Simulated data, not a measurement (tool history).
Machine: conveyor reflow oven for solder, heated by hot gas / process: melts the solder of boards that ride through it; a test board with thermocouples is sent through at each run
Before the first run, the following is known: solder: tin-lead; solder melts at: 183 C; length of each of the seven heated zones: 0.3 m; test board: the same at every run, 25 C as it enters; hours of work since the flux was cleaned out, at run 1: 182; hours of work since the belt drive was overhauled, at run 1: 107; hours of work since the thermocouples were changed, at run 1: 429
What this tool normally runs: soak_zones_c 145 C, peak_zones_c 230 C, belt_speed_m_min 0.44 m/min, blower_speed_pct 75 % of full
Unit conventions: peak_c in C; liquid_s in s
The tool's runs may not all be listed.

run   hour  soak_zones_c  peak_zones_c  belt_speed_m_min  blower_speed_pct  hours of work since the flux was cleaned out  hours of work since the belt drive was overhauled  hours of work since the thermocouples were changed  peak_c  liquid_s
  1      0           145           230              0.44                75                                           182                                                107                                                 429   215.4      63.3
  2   19.2           145           230              0.44                75                                           193                                                119                                                 440   216.1        63
  3   32.5           145           230              0.44                75                                           201                                                127                                                 449   215.6      63.4
  4   44.2           145           224              0.44                75                                           209                                                134                                                 456   210.7      58.4
  5   60.1           145           224              0.44                75                                           218                                                144                                                 465   210.7      58.7
  6   73.9           145           230              0.44                75                                           227                                                153                                                 474   215.4      63.6
  7   91.3           145           230              0.44                75                                           237                                                163                                                 484   216.1      62.9
  8  110.3           145           230              0.44                75                                           249                                                175                                                 496     216      63.8
  9  122.5           145           230              0.44                75                                           256                                                182                                                 503   215.4        63
 10  138.8           145           230              0.44                75                                           266                                                192                                                 513     216      63.3
       144  -- belt drive overhauled, speed set with a stopwatch
 11  153.7           142           230              0.44                75                                           273                                                  6                                                 520   215.4      61.6
 12  176.1           145           230              0.44                75                                           287                                                 20                                                 534   215.4      63.8
 13  194.1           145           230              0.44                75                                           298                                                 31                                                 545   215.7        64
 14  207.9           145           230              0.44                75                                           306                                                 39                                                 553   215.9      63.2
 15    219           145           230              0.44                75                                           313                                                 46                                                 560   216.3      63.8
 16  232.2           145           230              0.44                75                                           321                                                 54                                                 568     216      63.5
 17    251           145           230             0.529                61                                           332                                                 65                                                 579   207.3      43.7
     269.1  -- belt drive overhauled, speed set with a stopwatch, once more
 18  273.4           145           230             0.512                62                                           343                                                  3                                                 591   207.9      45.7
 19  287.5           145           230             0.512                62                                           352                                                 11                                                 599     208      46.3
 20  296.7           134           230             0.405                79                                           358                                                 17                                                 605   216.8      65.7
 21  306.6           134           230             0.405                79                                           364                                                 23                                                 611   216.6      64.2
 22  329.3           134           230             0.405                79                                           378                                                 37                                                 625   216.9      64.7
     335.7  -- flux residue cleaned out of gas plates and filters
 23  346.2           134           230             0.405                79                                             6                                                 44                                                 632     218      66.4
 24  366.5           145           222              0.44                75                                            19                                                 56                                                 644   209.9      57.5
 25  384.4           139           221             0.528                65                                            30                                                 67                                                 655     200        34
 26  403.8           139           221             0.465                71                                            42                                                 79                                                 667   205.9      47.8
 27  421.9           145           221              0.44                63                                            53                                                 90                                                 678   207.1      54.4
 28  442.1           140           237             0.364                64                                            65                                                103                                                 691   226.1      83.7
 29  461.6           140           237             0.364                64                                            77                                                114                                                 702   225.9      83.5
 30  475.2           139           230              0.44                64                                            85                                                123                                                 711   213.7      57.8
 31  493.5           159           241             0.505                61                                            96                                                134                                                 722   222.2      64.6

Results for each run, recomputed without the tool's hidden state and with each run's random variation untouched:
Hidden conditions of the tool in this case: heat that the gas passes to the board, % of a clean oven's; belt's true speed, % of the reading; true gas temperature in zones 6 and 7 over the reading, C; drift of the gauge itself on peak_c, C; drift of the gauge itself on liquid_s, %.
run  peak_c  liquid_s
  1   214.9      62.7
  2   215.5      62.4
  3   215.1      62.8
  4   210.1      57.8
  5   210.1        58
  6   214.8      62.9
  7   215.5      62.2
  8   215.4      63.1
  9   214.9      62.3
 10   215.4      62.6
 11   214.7      60.6
 12   214.7      62.7
 13   215.1      62.9
 14   215.2      62.1
 15   215.7      62.7
 16   215.3      62.4
 17   206.9      42.9
 18   207.9        46
 19     208      46.7
 20   216.5      65.9
 21   216.3      64.4
 22   216.6      64.8
 23   216.6      65.2
 24   208.6      56.1
 25   198.9      32.6
 26   204.6      46.3
 27   205.8      52.9
 28   224.6      82.4
 29   224.3      82.2
 30   212.4      56.5
 31     221      63.6

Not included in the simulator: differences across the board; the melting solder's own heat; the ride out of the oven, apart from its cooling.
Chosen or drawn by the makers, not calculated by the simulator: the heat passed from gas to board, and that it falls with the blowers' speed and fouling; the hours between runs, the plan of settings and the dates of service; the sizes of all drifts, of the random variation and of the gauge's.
